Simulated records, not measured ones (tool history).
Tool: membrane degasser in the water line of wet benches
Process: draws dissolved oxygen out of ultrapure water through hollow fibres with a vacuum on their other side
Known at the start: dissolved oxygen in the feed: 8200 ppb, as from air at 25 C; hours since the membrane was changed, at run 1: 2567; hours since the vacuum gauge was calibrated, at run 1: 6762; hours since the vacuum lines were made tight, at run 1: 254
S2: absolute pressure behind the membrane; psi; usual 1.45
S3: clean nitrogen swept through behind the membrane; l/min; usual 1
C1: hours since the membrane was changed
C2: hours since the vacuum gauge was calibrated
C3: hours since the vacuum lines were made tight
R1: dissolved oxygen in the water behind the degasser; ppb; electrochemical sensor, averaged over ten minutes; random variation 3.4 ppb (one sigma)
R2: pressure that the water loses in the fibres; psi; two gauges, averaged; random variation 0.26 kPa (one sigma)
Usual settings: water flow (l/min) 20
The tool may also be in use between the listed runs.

{"run": 1, "hour": 0.0, "water flow (l/min)": 20, "S2": 1.45, "S3": 1, "C1": 2567, "C2": 6762, "C3": 254, "R1": 358.3, "R2": 10.187}
{"run": 2, "hour": 336.0, "water flow (l/min)": 20, "S2": 1.45, "S3": 1, "C1": 2903, "C2": 7098, "C3": 590, "R1": 355.1, "R2": 10.148}
{"run": 3, "hour": 599.0, "water flow (l/min)": 20, "S2": 2.03, "S3": 1, "C1": 3166, "C2": 7361, "C3": 853, "R1": 515.9, "R2": 10.173}
{"run": 4, "hour": 887.8, "water flow (l/min)": 20, "S2": 2.03, "S3": 1, "C1": 3455, "C2": 7650, "C3": 1141, "R1": 512.3, "R2": 10.185}
{"hour": 958.4, "done": "vacuum gauge calibrated"}
{"run": 5, "hour": 1036.1, "water flow (l/min)": 20, "S2": 2.03, "S3": 1, "C1": 3602, "C2": 78, "C3": 1289, "R1": 516.6, "R2": 10.164}
{"run": 6, "hour": 1190.9, "water flow (l/min)": 20, "S2": 2.03, "S3": 1, "C1": 3757, "C2": 232, "C3": 1444, "R1": 519.9, "R2": 10.259}
{"run": 7, "hour": 1438.5, "water flow (l/min)": 20, "S2": 2.06, "S3": 1, "C1": 4005, "C2": 480, "C3": 1692, "R1": 532.9, "R2": 10.16}
{"run": 8, "hour": 1665.3, "water flow (l/min)": 20, "S2": 2.06, "S3": 1, "C1": 4232, "C2": 707, "C3": 1918, "R1": 536, "R2": 10.29}
{"run": 9, "hour": 2005.0, "water flow (l/min)": 23, "S2": 1.45, "S3": 1, "C1": 4571, "C2": 1047, "C3": 2258, "R1": 440.5, "R2": 11.776}
{"run": 10, "hour": 2204.6, "water flow (l/min)": 19, "S2": 1.45, "S3": 1, "C1": 4771, "C2": 1246, "C3": 2458, "R1": 345.5, "R2": 9.728}
{"run": 11, "hour": 2455.0, "water flow (l/min)": 20, "S2": 1.45, "S3": 0.46, "C1": 5021, "C2": 1497, "C3": 2708, "R1": 629, "R2": 10.274}
{"hour": 2576.9, "done": "vacuum gauge calibrated, once more"}
{"run": 12, "hour": 2654.5, "water flow (l/min)": 20, "S2": 1.45, "S3": 1, "C1": 5220, "C2": 78, "C3": 2907, "R1": 349.2, "R2": 10.264}
{"run": 13, "hour": 2823.3, "water flow (l/min)": 15, "S2": 1.45, "S3": 1, "C1": 5389, "C2": 246, "C3": 3076, "R1": 240.8, "R2": 7.649}
{"run": 14, "hour": 3171.5, "water flow (l/min)": 15, "S2": 1.45, "S3": 1, "C1": 5737, "C2": 595, "C3": 3424, "R1": 237.9, "R2": 7.722}
{"run": 15, "hour": 3437.4, "water flow (l/min)": 20, "S2": 1.45, "S3": 1, "C1": 6003, "C2": 860, "C3": 3690, "R1": 348.4, "R2": 10.305}
{"run": 16, "hour": 3757.1, "water flow (l/min)": 20, "S2": 1.45, "S3": 1, "C1": 6323, "C2": 1180, "C3": 4010, "R1": 347.6, "R2": 10.299}
{"run": 17, "hour": 3952.1, "water flow (l/min)": 20, "S2": 1.54, "S3": 1, "C1": 6518, "C2": 1375, "C3": 4205, "R1": 374, "R2": 10.317}
{"run": 18, "hour": 4136.0, "water flow (l/min)": 20, "S2": 1.54, "S3": 1, "C1": 6702, "C2": 1559, "C3": 4389, "R1": 381.5, "R2": 10.314}
{"run": 19, "hour": 4390.0, "water flow (l/min)": 13, "S2": 1.54, "S3": 0.71, "C1": 6956, "C2": 1813, "C3": 4643, "R1": 303.6, "R2": 6.725}
{"run": 20, "hour": 4629.4, "water flow (l/min)": 13, "S2": 1.54, "S3": 0.71, "C1": 7195, "C2": 2053, "C3": 4882, "R1": 309.4, "R2": 6.709}
{"run": 21, "hour": 4979.0, "water flow (l/min)": 13, "S2": 1.54, "S3": 0.71, "C1": 7545, "C2": 2402, "C3": 5232, "R1": 307.5, "R2": 6.733}
{"run": 22, "hour": 5249.7, "water flow (l/min)": 13, "S2": 1.54, "S3": 0.71, "C1": 7816, "C2": 2673, "C3": 5502, "R1": 310, "R2": 6.686}
{"run": 23, "hour": 5452.8, "water flow (l/min)": 13, "S2": 1.54, "S3": 0.71, "C1": 8019, "C2": 2876, "C3": 5705, "R1": 312.9, "R2": 6.779}
{"run": 24, "hour": 5597.5, "water flow (l/min)": 19, "S2": 1.1, "S3": 1, "C1": 8163, "C2": 3021, "C3": 5850, "R1": 231.7, "R2": 9.893}
{"run": 25, "hour": 5899.1, "water flow (l/min)": 19, "S2": 0.91, "S3": 0.48, "C1": 8465, "C2": 3322, "C3": 6152, "R1": 297.4, "R2": 9.932}
{"run": 26, "hour": 6222.5, "water flow (l/min)": 15, "S2": 2.09, "S3": 0.41, "C1": 8788, "C2": 3646, "C3": 6475, "R1": 795.6, "R2": 7.81}
{"run": 27, "hour": 6420.2, "water flow (l/min)": 15, "S2": 2.09, "S3": 0.41, "C1": 8986, "C2": 3843, "C3": 6673, "R1": 797.9, "R2": 7.786}
{"run": 28, "hour": 6581.4, "water flow (l/min)": 15, "S2": 2.09, "S3": 0.41, "C1": 9147, "C2": 4005, "C3": 6834, "R1": 801.3, "R2": 7.778}
{"run": 29, "hour": 6761.1, "water flow (l/min)": 19, "S2": 3.25, "S3": 1, "C1": 9327, "C2": 4184, "C3": 7014, "R1": 808.3, "R2": 9.894}
{"run": 30, "hour": 6939.3, "water flow (l/min)": 25, "S2": 3.25, "S3": 0.6, "C1": 9505, "C2": 4362, "C3": 7192, "R1": 1488.7, "R2": 13.088}
{"run": 31, "hour": 7211.5, "water flow (l/min)": 25, "S2": 3.25, "S3": 0.6, "C1": 9777, "C2": 4635, "C3": 7464, "R1": 1472.4, "R2": 13.016}

Hidden state or all else? Some run-to-run changes of R1, split into what the settings, what came in and random variation would give without the hidden state, and what is left for the hidden state (with any gauge scatter that isn't in both results):
The hidden state here: membrane still open, %; true pressure behind the membrane over the reading, kPa; air that leaks in behind the membrane, l/min; drift of the gauge itself on oxygen_ppb, %; drift of the gauge itself on loss_of_pressure_kpa, %.
Run 4 -> 5: vacuum gauge calibrated. R1 +4.3 ppb: hidden state +6, all else -1.7.
Run 10 -> 11: water flow (l/min) 19 -> 20, S3 1 -> 0.46. R1 +283.5 ppb: hidden state +17.3, all else +266.2.
Run 11 -> 12: S3 0.46 -> 1, vacuum gauge calibrated, once more. R1 -279.8 ppb: hidden state -36.8, all else -243.
Run 25 -> 26: water flow (l/min) 19 -> 15, S2 0.91 -> 2.09, S3 0.48 -> 0.41. R1 +498.2 ppb: hidden state -1.9, all else +500.1.
Run 29 -> 30: water flow (l/min) 19 -> 25, S3 1 -> 0.6. R1 +680.4 ppb: hidden state +5.6, all else +674.8.
